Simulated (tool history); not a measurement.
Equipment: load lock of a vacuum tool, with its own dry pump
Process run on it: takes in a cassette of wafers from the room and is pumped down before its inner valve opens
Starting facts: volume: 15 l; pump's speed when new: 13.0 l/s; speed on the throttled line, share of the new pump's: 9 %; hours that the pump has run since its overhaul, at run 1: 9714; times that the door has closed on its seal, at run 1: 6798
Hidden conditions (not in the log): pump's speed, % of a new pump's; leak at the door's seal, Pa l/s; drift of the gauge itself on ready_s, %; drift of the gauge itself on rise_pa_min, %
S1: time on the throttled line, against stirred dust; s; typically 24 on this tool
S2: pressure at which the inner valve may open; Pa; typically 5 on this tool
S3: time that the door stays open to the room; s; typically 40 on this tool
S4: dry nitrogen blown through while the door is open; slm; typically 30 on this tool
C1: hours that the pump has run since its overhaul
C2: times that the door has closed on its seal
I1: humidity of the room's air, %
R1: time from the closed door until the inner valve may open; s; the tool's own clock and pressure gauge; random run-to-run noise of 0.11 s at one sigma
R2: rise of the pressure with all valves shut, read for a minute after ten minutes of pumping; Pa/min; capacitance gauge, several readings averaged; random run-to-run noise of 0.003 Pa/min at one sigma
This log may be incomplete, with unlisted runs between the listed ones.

{"run": 1, "hour": 0.0, "S1": 24, "S2": 5, "S3": 40, "S4": 30, "C1": 9714, "C2": 6798, "I1": 44.9, "R1": 33.8, "R2": 0.047}
{"run": 2, "hour": 340.5, "S1": 24, "S2": 5, "S3": 40, "S4": 30, "C1": 10054, "C2": 8212, "I1": 44.3, "R1": 33.9, "R2": 0.046}
{"run": 3, "hour": 734.8, "S1": 24, "S2": 5, "S3": 40, "S4": 30, "C1": 10449, "C2": 9850, "I1": 46.8, "R1": 33.9, "R2": 0.05}
{"run": 4, "hour": 1048.2, "S1": 24, "S2": 5, "S3": 40, "S4": 30, "C1": 10762, "C2": 11152, "I1": 48.2, "R1": 33.9, "R2": 0.057}
{"run": 5, "hour": 1358.7, "S1": 24, "S2": 5, "S3": 40, "S4": 30, "C1": 11073, "C2": 12441, "I1": 44.4, "R1": 33.7, "R2": 0.056}
{"run": 6, "hour": 1890.4, "S1": 24, "S2": 5, "S3": 40, "S4": 30, "C1": 11604, "C2": 14650, "I1": 44.6, "R1": 34.0, "R2": 0.056}
{"run": 7, "hour": 2236.4, "S1": 24, "S2": 5, "S3": 40, "S4": 30, "C1": 11950, "C2": 16086, "I1": 46.1, "R1": 34.1, "R2": 0.059}
{"run": 8, "hour": 2479.9, "S1": 44, "S2": 5, "S3": 40, "S4": 30, "C1": 12194, "C2": 17098, "I1": 48.5, "R1": 52.1, "R2": 0.064}
{"run": 9, "hour": 2722.8, "S1": 44, "S2": 5, "S3": 40, "S4": 30, "C1": 12437, "C2": 18106, "I1": 42.9, "R1": 52.1, "R2": 0.064}
{"run": 10, "hour": 3258.7, "S1": 44, "S2": 5, "S3": 40, "S4": 30, "C1": 12973, "C2": 20332, "I1": 45.0, "R1": 52.0, "R2": 0.072}
{"run": 11, "hour": 3762.3, "S1": 19, "S2": 5, "S3": 40, "S4": 30, "C1": 13476, "C2": 22423, "I1": 45.4, "R1": 29.7, "R2": 0.078}
{"run": 12, "hour": 4198.3, "S1": 19, "S2": 5, "S3": 40, "S4": 30, "C1": 13912, "C2": 24234, "I1": 45.1, "R1": 30.0, "R2": 0.078}
{"run": 13, "hour": 4644.5, "S1": 24, "S2": 5, "S3": 40, "S4": 30, "C1": 14359, "C2": 26087, "I1": 42.7, "R1": 34.1, "R2": 0.073}
{"hour": 4830.7, "done": "dry pump taken out, an overhauled one fitted"}
{"run": 14, "hour": 4951.6, "S1": 24, "S2": 5, "S3": 40, "S4": 30, "C1": 121, "C2": 27338, "I1": 39.5, "R1": 33.3, "R2": 0.081}
{"run": 15, "hour": 5415.3, "S1": 24, "S2": 5, "S3": 40, "S4": 30, "C1": 585, "C2": 29263, "I1": 43.8, "R1": 33.2, "R2": 0.087}
{"run": 16, "hour": 5939.0, "S1": 24, "S2": 5, "S3": 40, "S4": 8, "C1": 1108, "C2": 31439, "I1": 42.7, "R1": 33.3, "R2": 0.109}
{"run": 17, "hour": 6306.6, "S1": 24, "S2": 5, "S3": 40, "S4": 30, "C1": 1476, "C2": 32965, "I1": 47.4, "R1": 33.5, "R2": 0.106}
{"run": 18, "hour": 6776.0, "S1": 24, "S2": 5, "S3": 40, "S4": 30, "C1": 1945, "C2": 34914, "I1": 42.3, "R1": 33.4, "R2": 0.11}
{"run": 19, "hour": 7090.5, "S1": 42, "S2": 5, "S3": 40, "S4": 30, "C1": 2260, "C2": 36221, "I1": 45.4, "R1": 49.6, "R2": 0.115}
{"run": 20, "hour": 7528.8, "S1": 42, "S2": 5, "S3": 40, "S4": 30, "C1": 2698, "C2": 38041, "I1": 38.9, "R1": 49.8, "R2": 0.117}
{"run": 21, "hour": 8069.3, "S1": 24, "S2": 6, "S3": 40, "S4": 4, "C1": 3239, "C2": 40286, "I1": 42.9, "R1": 33.4, "R2": 0.151}
{"run": 22, "hour": 8354.7, "S1": 24, "S2": 6, "S3": 26, "S4": 30, "C1": 3524, "C2": 41471, "I1": 43.2, "R1": 33.3, "R2": 0.131}
{"run": 23, "hour": 8897.6, "S1": 19, "S2": 8, "S3": 39, "S4": 20, "C1": 4067, "C2": 43725, "I1": 44.3, "R1": 28.3, "R2": 0.14}
{"run": 24, "hour": 9216.6, "S1": 39, "S2": 5, "S3": 172, "S4": 30, "C1": 4386, "C2": 45051, "I1": 42.8, "R1": 47.2, "R2": 0.16}
{"run": 25, "hour": 9591.6, "S1": 24, "S2": 5, "S3": 40, "S4": 28, "C1": 4761, "C2": 46608, "I1": 47.7, "R1": 33.6, "R2": 0.154}
{"run": 26, "hour": 9975.2, "S1": 14, "S2": 5, "S3": 169, "S4": 28, "C1": 5144, "C2": 48201, "I1": 45.4, "R1": 24.6, "R2": 0.172}
{"run": 27, "hour": 10329.1, "S1": 14, "S2": 5, "S3": 169, "S4": 5, "C1": 5498, "C2": 49671, "I1": 45.6, "R1": 24.6, "R2": 0.205}
{"run": 28, "hour": 10803.6, "S1": 14, "S2": 5, "S3": 169, "S4": 5, "C1": 5973, "C2": 51641, "I1": 46.4, "R1": 24.5, "R2": 0.216}
{"run": 29, "hour": 11317.7, "S1": 14, "S2": 5, "S3": 169, "S4": 5, "C1": 6487, "C2": 53776, "I1": 40.2, "R1": 24.7, "R2": 0.218}
{"run": 30, "hour": 11696.8, "S1": 14, "S2": 5, "S3": 169, "S4": 5, "C1": 6866, "C2": 55351, "I1": 45.3, "R1": 24.7, "R2": 0.23}
{"run": 31, "hour": 11981.8, "S1": 24, "S2": 5, "S3": 40, "S4": 21, "C1": 7151, "C2": 56534, "I1": 44.1, "R1": 33.8, "R2": 0.202}
{"run": 32, "hour": 12316.5, "S1": 24, "S2": 5, "S3": 40, "S4": 21, "C1": 7486, "C2": 57925, "I1": 44.8, "R1": 33.9, "R2": 0.21}
{"run": 33, "hour": 12814.1, "S1": 24, "S2": 8, "S3": 30, "S4": 21, "C1": 7983, "C2": 59991, "I1": 43.1, "R1": 33.0, "R2": 0.216}
{"run": 34, "hour": 13252.8, "S1": 24, "S2": 8, "S3": 30, "S4": 21, "C1": 8422, "C2": 61813, "I1": 48.4, "R1": 33.1, "R2": 0.229}
{"run": 35, "hour": 13507.3, "S1": 24, "S2": 9, "S3": 40, "S4": 16, "C1": 8677, "C2": 62870, "I1": 42.1, "R1": 33.3, "R2": 0.234}
{"run": 36, "hour": 13847.0, "S1": 23, "S2": 9, "S3": 190, "S4": 16, "C1": 9016, "C2": 64281, "I1": 44.5, "R1": 32.2, "R2": 0.262}
{"run": 37, "hour": 14361.5, "S1": 23, "S2": 9, "S3": 190, "S4": 16, "C1": 9531, "C2": 66418, "I1": 48.2, "R1": 32.1, "R2": 0.282}
{"run": 38, "hour": 14676.5, "S1": 24, "S2": 6, "S3": 40, "S4": 26, "C1": 9846, "C2": 67726, "I1": 50.4, "R1": 33.8, "R2": 0.265}

Some steps in R1, run to run, broken into two amounts with sign: the step expected even without the hidden condition (settings, incoming material, random variation), and the rest, left for the hidden condition together with whatever gauge scatter is not in both the measured and the hidden-condition-free result:
Run 2 -> 3: no setting touched and nothing written in the log between the runs. R1 +0.0 s: hidden state +0.1, all else -0.1.
Run 7 -> 8: S1 24 -> 44. R1 +18.0 s: hidden state -0.1, all else +18.1.
Run 10 -> 11: S1 44 -> 19. R1 -22.3 s: hidden state +0.2, all else -22.5.
Run 13 -> 14: dry pump taken out, an overhauled one fitted. R1 -0.8 s: hidden state -0.8, all else +0.0.
Run 23 -> 24: S1 19 -> 39, S2 8 -> 5, S3 39 -> 172, S4 20 -> 30. R1 +18.9 s: hidden state -0.1, all else +19.0.
